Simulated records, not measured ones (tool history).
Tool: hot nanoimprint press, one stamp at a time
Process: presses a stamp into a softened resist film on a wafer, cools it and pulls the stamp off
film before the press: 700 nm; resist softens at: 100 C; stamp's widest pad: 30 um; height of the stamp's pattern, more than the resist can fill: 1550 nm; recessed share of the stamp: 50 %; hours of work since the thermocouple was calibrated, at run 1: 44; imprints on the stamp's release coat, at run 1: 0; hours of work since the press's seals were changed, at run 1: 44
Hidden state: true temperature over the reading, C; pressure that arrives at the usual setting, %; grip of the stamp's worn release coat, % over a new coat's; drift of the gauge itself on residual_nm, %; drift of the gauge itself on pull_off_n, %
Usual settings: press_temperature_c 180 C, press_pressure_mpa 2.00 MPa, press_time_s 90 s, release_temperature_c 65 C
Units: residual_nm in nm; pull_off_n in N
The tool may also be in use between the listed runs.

run	hour	press_temperature_c	press_pressure_mpa	press_time_s	release_temperature_c	hours of work since the thermocouple was calibrated	imprints on the stamp's release coat	hours of work since the press's seals were changed	residual_nm	pull_off_n
1	0.0	180	2.00	90	65	44	0	44	271.4	222
2	76.9	180	2.00	90	65	101	221	101	271.3	229
3	151.4	180	2.00	90	65	157	435	157	270.1	241
4	218.7	180	2.00	90	65	207	628	207	268.4	263
5	275.9	180	2.00	90	65	249	792	249	266.4	251
6	362.7	180	2.00	90	65	314	1042	314	265.5	268
7	447.9	180	2.00	90	65	377	1286	377	263.9	284
# hour 513.0: plate thermocouple calibrated
8	516.9	180	2.00	90	65	3	1476	426	274.3	304
9	587.9	180	2.00	75	65	56	1680	479	291.6	329
# hour 621.2: stamp cleaned and given a new release coat
10	667.1	180	2.00	75	65	110	132	533	288.6	230
11	716.6	180	2.83	96	65	147	274	570	215.9	241
# hour 739.4: press's hydraulic seals changed and the load cell set to zero
12	782.2	180	1.37	90	66	190	440	32	329.2	240
13	870.0	180	1.33	90	55	255	692	97	334.2	317
14	924.4	180	1.33	90	55	295	848	137	331.6	324
15	998.1	180	1.33	90	55	350	1060	192	329.2	342

Forecast each of these 5 alternatives for the next run:
A	1065.7	189	2.00	51	62	400	1254	243	?	?
B	1065.7	180	2.00	110	64	400	1254	243	?	?
C	1065.7	180	1.39	90	65	400	1254	243	?	?
D	1065.7	190	2.77	90	65	400	1254	243	?	?
E	1065.7	190	2.00	177	65	400	1254	243	?	?

run	residual_nm	pull_off_n
A	252.0	302
B	245.1	283
C	320.2	279
D	164.8	290
E	157.9	280
Without the tool's hidden state the same runs would have given:
run	residual_nm	pull_off_n
A	261.3	242
B	255.7	228
C	333.6	225
D	170.6	233
E	163.9	225

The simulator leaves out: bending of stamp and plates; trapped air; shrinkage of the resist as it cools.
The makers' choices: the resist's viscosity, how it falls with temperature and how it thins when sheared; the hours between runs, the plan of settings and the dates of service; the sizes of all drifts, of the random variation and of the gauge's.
